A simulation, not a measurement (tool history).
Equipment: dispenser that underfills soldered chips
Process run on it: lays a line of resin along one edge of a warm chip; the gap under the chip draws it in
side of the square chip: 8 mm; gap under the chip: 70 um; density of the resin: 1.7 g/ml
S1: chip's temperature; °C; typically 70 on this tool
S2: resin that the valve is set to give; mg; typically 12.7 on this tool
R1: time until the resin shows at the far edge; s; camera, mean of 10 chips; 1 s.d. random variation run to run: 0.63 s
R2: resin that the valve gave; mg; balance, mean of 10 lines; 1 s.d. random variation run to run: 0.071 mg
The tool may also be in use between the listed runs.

Run 1, day 0: usual settings. Result: R1 68 s, R2 12.23 mg.
At day 0.167: new syringe of resin.
Run 2, day 0.317: usual settings. Result: R1 62.1 s, R2 12.31 mg.
Run 3, day 0.617: usual settings. Result: R1 77.5 s, R2 12.29 mg.
At day 0.654: new syringe of resin.
Run 4, day 0.779: usual settings but S2 16.1 mg. Result: R1 59.3 s, R2 15.44 mg.
Run 5, day 1.004: usual settings. Result: R1 73.1 s, R2 12.09 mg.
At day 1.133: new syringe of resin.
Run 6, day 1.275: usual settings. Result: R1 60.8 s, R2 12.13 mg.
Run 7, day 1.558: usual settings but S2 15.5 mg. Result: R1 73.4 s, R2 14.52 mg.
At day 1.617: new syringe of resin.
Run 8, day 1.808: usual settings but S2 15.5 mg. Result: R1 61.9 s, R2 14.74 mg.
Run 9, day 2.071: usual settings but S2 15.5 mg. Result: R1 75.9 s, R2 14.73 mg.
At day 2.096: new syringe of resin.
Run 10, day 2.321: usual settings but S2 15.5 mg. Result: R1 64.1 s, R2 14.42 mg.
At day 2.508: dispensing valve cleaned and set on the balance.
At day 2.612: new syringe of resin.
Run 11, day 2.642: usual settings but S2 15.5 mg. Result: R1 53.8 s, R2 15.52 mg.
Run 12, day 2.85: usual settings. Result: R1 65.1 s, R2 12.61 mg.
Run 13, day 2.979: usual settings. Result: R1 71.6 s, R2 12.64 mg.
At day 3.092: new syringe of resin.
Run 14, day 3.179: usual settings. Result: R1 56.4 s, R2 12.67 mg.
Run 15, day 3.442: usual settings but S1 57 °C. Result: R1 109.1 s, R2 12.66 mg.
At day 3.579: new syringe of resin.
Run 16, day 3.608: usual settings but S1 57 °C. Result: R1 88.9 s, R2 12.79 mg.
Run 17, day 3.783: usual settings but S1 65 °C, S2 15 mg. Result: R1 75.7 s, R2 14.82 mg.
Run 18, day 3.946: usual settings but S1 65 °C, S2 15 mg. Result: R1 84.5 s, R2 14.89 mg.
At day 4.071: new syringe of resin.
Run 19, day 4.162: usual settings but S1 65 °C, S2 15 mg. Result: R1 67.9 s, R2 14.87 mg.
Run 20, day 4.421: usual settings but S1 65 °C, S2 15 mg. Result: R1 85.5 s, R2 14.95 mg.
At day 4.546: new syringe of resin.
Run 21, day 4.621: usual settings but S1 59 °C, S2 11.8 mg. Result: R1 83.2 s, R2 11.69 mg.
Run 22, day 4.908: usual settings but S1 59 °C, S2 11.8 mg. Result: R1 104.9 s, R2 11.61 mg.
At day 5.025: new syringe of resin.
Run 23, day 5.117: usual settings but S1 71 °C. Result: R1 56 s, R2 12.5 mg.
Run 24, day 5.412: usual settings but S1 57 °C, S2 13.3 mg. Result: R1 112.6 s, R2 13.14 mg.
At day 5.512: new syringe of resin.
Run 25, day 5.612: usual settings but S1 62 °C, S2 12.2 mg. Result: R1 76 s, R2 11.92 mg.
Run 26, day 5.858: usual settings but S1 62 °C, S2 12.2 mg. Result: R1 90.4 s, R2 12 mg.
At day 6: new syringe of resin.
Run 27, day 6.083: usual settings but S1 62 °C, S2 12.2 mg. Result: R1 73.8 s, R2 11.9 mg.
Run 28, day 6.271: usual settings but S1 57 °C, S2 14.9 mg. Result: R1 102 s, R2 14.53 mg.
At day 6.471: new syringe of resin.
Run 29, day 6.583: usual settings but S1 83 °C, S2 13.5 mg. Result: R1 39 s, R2 13.12 mg.
Run 30, day 6.833: usual settings but S1 66 °C, S2 11.1 mg. Result: R1 83.1 s, R2 10.71 mg.
At day 6.954: new syringe of resin.
Run 31, day 7.008: usual settings but S1 61 °C, S2 16.2 mg. Result: R1 74 s, R2 15.77 mg.
Run 32, day 7.133: usual settings but S1 74 °C. Result: R1 54 s, R2 12.29 mg.

A few steps of R1 between consecutive runs. Split each: what settings, incoming material and random variation would produce without the hidden state, and what is left over for the hidden state, along with gauge scatter present in only one of the two compared results (measured, and without hidden state):
Hidden conditions of the tool in this case: resin's viscosity, % of fresh resin's; dose that the valve gives, % of what is set; true chip temperature over the reading, C; drift of the gauge itself on fill_s, %; drift of the gauge itself on given_mg, %.
Run 14 -> 15: S1 70 -> 57. R1 +52.7 s: hidden state +21, all else +31.7.
Run 15 -> 16: new syringe of resin. R1 -20.2 s: hidden state -22.1, all else +1.9.
Run 23 -> 24: S1 71 -> 57, S2 12.7 -> 13.3. R1 +56.6 s: hidden state +23.9, all else +32.7.
Run 24 -> 25: S1 57 -> 62, S2 13.3 -> 12.2, new syringe of resin. R1 -36.6 s: hidden state -22.6, all else -14.
Run 28 -> 29: S1 57 -> 83, S2 14.9 -> 13.5, new syringe of resin. R1 -63 s: hidden state -13.3, all else -49.7.
